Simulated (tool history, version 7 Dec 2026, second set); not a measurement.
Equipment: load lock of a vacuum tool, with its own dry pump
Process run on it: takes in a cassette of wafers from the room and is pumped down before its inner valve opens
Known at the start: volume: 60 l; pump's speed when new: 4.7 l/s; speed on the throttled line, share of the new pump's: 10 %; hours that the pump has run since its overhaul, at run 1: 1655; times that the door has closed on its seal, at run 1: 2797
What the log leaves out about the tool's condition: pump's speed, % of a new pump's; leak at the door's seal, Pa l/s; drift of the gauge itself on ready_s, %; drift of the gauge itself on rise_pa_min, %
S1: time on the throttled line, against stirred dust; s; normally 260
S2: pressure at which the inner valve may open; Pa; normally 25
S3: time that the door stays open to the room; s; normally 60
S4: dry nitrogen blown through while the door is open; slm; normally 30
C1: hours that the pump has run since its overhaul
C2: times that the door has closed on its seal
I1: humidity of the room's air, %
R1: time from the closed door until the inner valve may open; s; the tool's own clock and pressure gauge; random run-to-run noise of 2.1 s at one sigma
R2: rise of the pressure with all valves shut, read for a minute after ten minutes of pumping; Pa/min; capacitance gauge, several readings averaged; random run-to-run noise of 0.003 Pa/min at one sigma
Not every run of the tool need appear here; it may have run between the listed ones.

run	hour	S1	S2	S3	S4	C1	C2	I1	R1	R2
1	0	260	25	60	30	1655	2797	42.8	343	0.026
2	162.1	260	25	60	30	1817	3187	44.2	342.5	0.028
3	312.1	361	25	60	30	1967	3546	42.2	431.1	0.028
4	426.9	361	25	60	30	2081	3822	44.5	431.9	0.029
5	575.5	260	25	60	30	2230	4179	45.1	339.7	0.035
6	672.7	260	25	60	30	2327	4412	44.2	342.3	0.032
7	822.8	260	25	60	30	2477	4772	45	341.8	0.032
8	922.1	260	25	60	30	2577	5011	46.4	340.9	0.036
9	1008.3	345	25	59	8	2663	5217	45.9	419.9	0.056
10	1148.3	345	25	59	8	2803	5553	45.9	422.5	0.05
11	1277.1	260	29	202	30	2932	5863	48.1	344	0.047
12	1402.8	260	29	202	30	3057	6164	44.3	338.8	0.042

Forecast run 13:
13	1532.4	362	39	202	30	3187	6475	42.1	?	?

For run 13 the tool returned R1 428.7 s, R2 0.048 Pa/min.
Were there no unlogged condition in the tool, this run, its random variation unchanged, would have produced R1 426.9 s, R2 0.024 Pa/min.
